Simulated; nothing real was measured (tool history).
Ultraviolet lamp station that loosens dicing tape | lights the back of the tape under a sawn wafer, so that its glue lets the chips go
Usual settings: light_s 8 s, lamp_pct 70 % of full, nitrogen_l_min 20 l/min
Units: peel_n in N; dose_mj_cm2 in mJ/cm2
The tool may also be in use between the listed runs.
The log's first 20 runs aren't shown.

run   hour  light_s  lamp_pct  nitrogen_l_min  peel_n  dose_mj_cm2
 21    203        8        70              20   0.369          421
 22  217.4        8        70              20   0.385          418
 23  223.8        8        70              20    0.37          424
 24  236.8        8        76              13   0.386          454
 25  243.2        6        74               6   0.932          332
 26    256        8        86               7    0.44          512
 27  263.3        8        86               7    0.43          513
 28  273.7        5        88              11   0.697          328
 29  286.8       11        70              10   0.338          576
 30  294.5        7        62              10   0.787          323
 31  301.8       13        89               7   0.259          859
 32  314.6        8        70              11   0.491          416
 33  329.2        7        70              20   0.448          365
 34  341.6        5        62              20   0.923          234
 35  350.7       15        76              32   0.233          842
     358.8  -- window cleaned of glue's vapour
 36  363.9       15        76              32   0.231          887
 37  372.2       11        83              22    0.24          705
 38  381.5       14        76               7   0.272          814
 39  393.4       14        76               7   0.277          808
 40  402.4        4        62              20   1.192          187
 41  414.9        4        62              20   1.207          189
 42  424.8        4        62              20   1.212          192

Forecast each of these 3 alternatives for the next run:
  A  433.7        8        70              16       ?            ?
  B  433.7        8        80              23       ?            ?
  C  433.7        4        71              20       ?            ?

run  peel_n  dose_mj_cm2
  A   0.383          428
  B   0.297          487
  C   0.972          218
Without the tool's hidden state the same runs would have given:
run  peel_n  dose_mj_cm2
  A   0.345          464
  B   0.278          527
  C   0.867          236

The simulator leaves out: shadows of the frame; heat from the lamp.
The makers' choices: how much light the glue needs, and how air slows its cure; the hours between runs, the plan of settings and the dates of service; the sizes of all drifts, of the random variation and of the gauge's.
